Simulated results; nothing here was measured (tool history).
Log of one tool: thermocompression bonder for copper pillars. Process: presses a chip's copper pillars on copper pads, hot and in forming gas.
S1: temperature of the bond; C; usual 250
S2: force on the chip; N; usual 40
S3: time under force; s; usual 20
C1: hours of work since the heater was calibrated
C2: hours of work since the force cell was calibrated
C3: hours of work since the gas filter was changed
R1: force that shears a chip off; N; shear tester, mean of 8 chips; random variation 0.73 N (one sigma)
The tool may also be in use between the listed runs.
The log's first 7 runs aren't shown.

run	day	S1	S2	S3	C1	C2	C3	R1
8	13.254	250	40	20	665	1055	65	87.7
9	15.621	250	40	20	705	1095	105	86.9
# day 17.396: heater calibrated with a thermocouple chip
10	18.200	250	40	20	13	1137	146	87.6
11	20.362	250	40	20	50	1173	183	87.2
12	22.892	250	40	20	92	1215	225	87.8
# day 24.604: forming gas filter changed
13	24.704	229	40	20	122	1245	2	74.2
14	26.612	250	40	13	154	1277	34	76.2
15	28.662	250	59	13	188	1312	68	101.9
16	30.779	250	59	13	224	1347	104	101.1
17	33.288	250	48	20	266	1389	146	99.2
18	35.458	250	40	20	302	1426	182	86.6
19	37.621	222	40	20	339	1462	218	68.5
20	39.242	241	40	20	366	1489	245	82.1
# day 39.650: forming gas filter changed
21	41.838	241	40	20	409	1532	37	81.3

Run 22 comes next. What will it give?
22	43.238	265	25	25	432	1556	60	?

{"run 22": {"R1": 72.4}}
Without the tool's hidden state the same run would have given R1 72.4 N.
